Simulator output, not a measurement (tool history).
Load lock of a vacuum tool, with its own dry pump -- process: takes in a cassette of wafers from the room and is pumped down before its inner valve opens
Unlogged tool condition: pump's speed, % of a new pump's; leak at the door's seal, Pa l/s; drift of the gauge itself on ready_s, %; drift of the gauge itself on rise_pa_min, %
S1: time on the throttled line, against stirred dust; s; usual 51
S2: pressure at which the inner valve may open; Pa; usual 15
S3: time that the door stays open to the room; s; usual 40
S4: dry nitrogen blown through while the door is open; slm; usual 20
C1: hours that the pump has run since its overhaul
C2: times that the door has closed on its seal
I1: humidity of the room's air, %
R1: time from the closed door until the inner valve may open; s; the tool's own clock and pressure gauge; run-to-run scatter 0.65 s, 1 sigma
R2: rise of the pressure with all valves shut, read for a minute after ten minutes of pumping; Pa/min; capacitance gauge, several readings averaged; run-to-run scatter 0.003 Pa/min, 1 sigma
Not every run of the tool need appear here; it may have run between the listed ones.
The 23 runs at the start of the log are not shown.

run      day  S1  S2   S3  S4    C1     C2    I1     R1     R2
 24   79.492  51  15   54  11  3138  71738  46.0   97.3  0.338
 25   82.500  51  21   94   5  3211  72042  46.1   95.0  0.358
 26   85.621  32  21   94  43  3286  72357  44.0   78.4  0.328
 27   88.662  58  10   94  43  3359  72664  40.6  104.6  0.326
 28   91.492  58  10   94  43  3426  72950  43.9  106.1  0.342
 29   96.075  58  10   94  43  3536  73413  43.2  105.3  0.337
 30  100.746  51  15  177  20  3649  73884  45.6   96.9  0.372
 31  103.758  51  15  177  20  3721  74188  46.0   97.0  0.378
 32  105.967  93  15   40   5  3774  74411  45.2  133.1  0.362

4 ways to go on from here, each from the tool as it stands after run 32. What would each give?
  A  108.850  51  11  29  20  3843  74703  44.0   ?   ?
  B  108.850  51  17  44  38  3843  74703  44.5   ?   ?
  C  108.850  34  15  40  20  3843  74703  47.0   ?   ?
  D  108.850  85  15  39  11  3843  74703  44.3   ?   ?

run     R1     R2
  A   99.7  0.346
  B   97.4  0.341
  C   83.2  0.346
  D  125.6  0.347
Had the tool no hidden state, the same runs would have come out as:
run     R1     R2
  A   98.3  0.030
  B   96.0  0.028
  C   81.6  0.033
  D  124.2  0.032
